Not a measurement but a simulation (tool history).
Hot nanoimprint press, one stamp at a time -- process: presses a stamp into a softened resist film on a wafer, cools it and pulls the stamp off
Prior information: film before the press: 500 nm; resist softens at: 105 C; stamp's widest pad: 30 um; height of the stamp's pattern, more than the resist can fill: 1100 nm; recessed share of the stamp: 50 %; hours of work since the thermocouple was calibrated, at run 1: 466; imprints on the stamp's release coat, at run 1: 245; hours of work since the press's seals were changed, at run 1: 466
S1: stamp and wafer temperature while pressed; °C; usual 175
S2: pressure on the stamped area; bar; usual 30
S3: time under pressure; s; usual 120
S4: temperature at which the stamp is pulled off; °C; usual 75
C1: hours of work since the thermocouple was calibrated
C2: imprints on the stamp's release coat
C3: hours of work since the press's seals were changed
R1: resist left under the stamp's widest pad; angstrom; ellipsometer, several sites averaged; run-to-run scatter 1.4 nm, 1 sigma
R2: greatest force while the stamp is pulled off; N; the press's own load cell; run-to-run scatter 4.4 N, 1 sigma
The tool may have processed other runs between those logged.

run	hour	S1	S2	S3	S4	C1	C2	C3	R1	R2
1	0	175	30	120	75	466	245	466	2350	211
2	69.1	175	30	120	75	518	429	518	2367	214
3	140.8	175	30	120	75	571	620	571	2356	213
# hour 170.6: plate thermocouple calibrated
# hour 206.5: press's hydraulic seals changed and the load cell set to zero
4	232.8	175	30	120	75	41	836	20	2369	213
5	295.5	175	30	120	75	88	1002	67	2388	222
6	367.9	175	30	120	75	142	1195	121	2341	215
7	437.2	175	30	120	75	194	1380	173	2359	212
8	512.1	175	30	150	75	250	1579	229	2195	218
# hour 527.3: stamp cleaned and given a new release coat
9	591.4	175	30	120	82	305	170	284	2368	183
10	629.4	175	30	120	82	334	271	313	2348	182
11	680.8	175	30	120	75	372	408	351	2374	213
12	734.8	175	30	120	75	413	552	392	2368	220
13	768.4	175	30	120	75	438	642	417	2344	210
14	807.9	175	30	120	75	467	747	446	2372	220
15	882.5	175	30	120	75	523	945	502	2340	219
16	919.5	183	30	120	75	551	1044	530	1760	221

Expected results for the next run?
17	963.5	178	30	120	75	584	1161	563	?	?

Run 17 yielded R1 2122 angstrom, R2 219 N.
Had the tool carried no hidden state, the very same run would have given R1 2119 angstrom, R2 218 N.
